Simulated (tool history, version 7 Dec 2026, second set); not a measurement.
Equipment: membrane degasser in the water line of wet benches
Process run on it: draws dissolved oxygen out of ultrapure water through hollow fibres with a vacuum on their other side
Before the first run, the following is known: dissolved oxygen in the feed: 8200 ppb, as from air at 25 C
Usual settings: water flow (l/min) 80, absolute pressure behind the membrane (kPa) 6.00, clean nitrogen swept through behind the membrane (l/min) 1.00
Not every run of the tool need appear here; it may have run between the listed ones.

| run | hour | water flow (l/min) | absolute pressure behind the membrane (kPa) | clean nitrogen swept through behind the membrane (l/min) | dissolved oxygen in the water behind the degasser (ppb) | pressure that the water loses in the fibres (kPa) |
|---|---|---|---|---|---|---|
| 1 | 0.0 | 80 | 6.00 | 1.00 | 393.3 | 46.01 |
| 2 | 73.7 | 80 | 6.00 | 1.00 | 395.3 | 45.95 |
| 3 | 137.1 | 80 | 6.00 | 1.00 | 393.5 | 45.82 |
| 4 | 215.1 | 80 | 6.00 | 1.00 | 389.1 | 46.14 |
| 5 | 307.2 | 80 | 6.00 | 1.00 | 389.8 | 45.71 |
| 6 | 398.8 | 67 | 6.00 | 1.00 | 350.5 | 38.37 |
| 7 | 509.1 | 85 | 6.00 | 1.00 | 414.6 | 49.03 |
| 8 | 576.7 | 92 | 4.80 | 0.63 | 349.1 | 52.70 |
| 9 | 692.2 | 80 | 4.03 | 1.37 | 123.6 | 45.88 |

Run 10 has not been measured yet. What should we expect?
|  | 700.2 | vacuum gauge calibrated |
| 10 | 784.3 | 124 | 11.61 | 1.75 | ? | ? |

{"run 10": {"dissolved oxygen in the water behind the degasser (ppb)": 1022.8, "pressure that the water loses in the fibres (kPa)": 71.06}}
Minus the tool's unlogged condition, the same run would have read dissolved oxygen in the water behind the degasser (ppb) 987.6, pressure that the water loses in the fibres (kPa) 70.41.

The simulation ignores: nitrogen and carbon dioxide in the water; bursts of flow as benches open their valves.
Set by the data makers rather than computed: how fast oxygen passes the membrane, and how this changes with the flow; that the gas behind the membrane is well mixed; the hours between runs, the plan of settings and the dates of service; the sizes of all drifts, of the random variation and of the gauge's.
